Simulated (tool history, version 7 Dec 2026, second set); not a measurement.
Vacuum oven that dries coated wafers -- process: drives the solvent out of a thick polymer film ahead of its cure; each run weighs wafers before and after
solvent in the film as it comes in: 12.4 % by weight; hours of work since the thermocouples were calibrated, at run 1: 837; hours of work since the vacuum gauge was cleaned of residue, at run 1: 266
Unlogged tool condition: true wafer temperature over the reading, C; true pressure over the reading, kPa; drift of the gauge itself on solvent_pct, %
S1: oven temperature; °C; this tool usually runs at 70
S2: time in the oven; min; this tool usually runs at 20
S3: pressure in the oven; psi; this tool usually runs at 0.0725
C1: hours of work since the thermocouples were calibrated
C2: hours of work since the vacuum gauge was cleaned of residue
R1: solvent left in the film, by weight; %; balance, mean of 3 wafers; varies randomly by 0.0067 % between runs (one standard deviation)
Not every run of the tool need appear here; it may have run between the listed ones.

run   hour  S1  S2      S3    C1   C2     R1
  1    0.0  70  20  0.0725   837  266  0.524
  2   54.3  70  20  0.1008   879  308  0.589
  3  115.7  70  20  0.1008   927  355  0.596
  4  167.8  70  20  0.0725   967  395  0.537
  5  221.3  70  20  0.0725  1008  437  0.528
  6  271.2  70  20  0.0725  1047  475  0.532
  7  318.4  70  15  0.0373  1083  512  0.822
  8  362.9  70  10  0.2767  1118  546  2.359
     371.3  -- vacuum gauge cleaned of residue and calibrated
  9  437.2  70  10  0.2767  1174   51  2.373
 10  476.2  62  10  0.0521  1204   81  3.733
 11  528.3  58  10  0.2025  1244  121  5.169
     541.4  -- vacuum gauge cleaned of residue and calibrated, once more
 12  580.6  59  22  0.0551  1283   30  1.682

Measured less the same run without the tool's hidden state. The same run-to-run variation is in both; the gauge's scatter may not be:
run      R1
  1  -0.075
  2  -0.076
  3  -0.076
  4  -0.071
  5  -0.069
  6  -0.068
  7  -0.152
  8  -0.300
  9  -0.283
 10  -0.339
 11  -0.349
 12  -0.400
